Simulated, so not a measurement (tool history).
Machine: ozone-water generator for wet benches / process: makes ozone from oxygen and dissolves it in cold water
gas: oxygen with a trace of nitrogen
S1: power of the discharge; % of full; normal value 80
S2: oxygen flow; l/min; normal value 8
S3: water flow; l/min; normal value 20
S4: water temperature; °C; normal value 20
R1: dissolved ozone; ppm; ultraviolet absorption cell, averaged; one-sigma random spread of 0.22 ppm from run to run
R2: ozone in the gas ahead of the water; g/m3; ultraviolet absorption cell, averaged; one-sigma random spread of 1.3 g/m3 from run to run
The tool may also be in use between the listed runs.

run,day,S1,S2,S3,S4,R1,R2
1,0,80,8,20,20,31.4,244.1
2,1.292,80,8,20,20,31.4,245
3,2.504,80,8,20,20,31.2,241.9
4,3.854,80,8,20,20,31.6,245.8
5,5.517,80,8,20,20,31.4,245.9
6,6.321,80,8,20,20,31.5,245.2
7,7.617,80,8,20,20,31.8,242.4
8,9.196,80,8,12,20,40.2,243.5
9,10.567,80,8,20,20,31.4,242.5
10,11.496,80,4.94,20,20,34,332
11,12.296,80,4.94,20,20,33.6,331.8
12,13.6,80,8,20,20,31.3,243.1
13,14.638,80,8,20,20,31.3,241.9
14,15.775,52,10.89,22,25,19,154.7
15,16.612,52,10.89,22,25,19,152.7
16,18.221,68,11.77,20,20,25.4,172.5
17,19.446,65,9.43,20,21,25.9,191.4
18,20.917,80,7.16,20,21,31.1,260.8
19,22.338,48,4.18,17,21,27.7,275.7
20,23.404,47,8,20,20,22.5,176.8
21,24.846,80,4.26,17,24,35.3,357
22,26.621,80,8.91,20,20,30.2,225.7
23,28.267,80,5.19,19,20,35,320.1
24,29.438,62,13.58,15,17,27.9,146.6
25,30.329,62,13.58,15,17,27.7,148
26,31.229,62,13.58,15,17,27.9,147.1

Missing from the log above: 2 entries noted between runs. For each, name the pair of listed runs it sits between and say how the tool's hidden condition differs from the listed run just before to the listed run just after:
From run 15 to run 16: contactor cleaned (day 16.858)
  yield of the discharge, % of new electrodes': 97.1 -> 97; contactor's efficiency, % of a clean one's: 97.3 -> 96
  what was measured, less what the result would be without the hidden state, R1: -0.9 -> -1.6 ppm; R2: -3.8 -> -5.3 g/m3
From run 22 to run 23: contactor cleaned, once more (day 27.188)
  contactor's efficiency, % of a clean one's: 95.7 -> 99.7
  what was measured, less what the result would be without the hidden state, R1: -2.1 -> -1.7 ppm; R2: -8.5 -> -12.4 g/m3
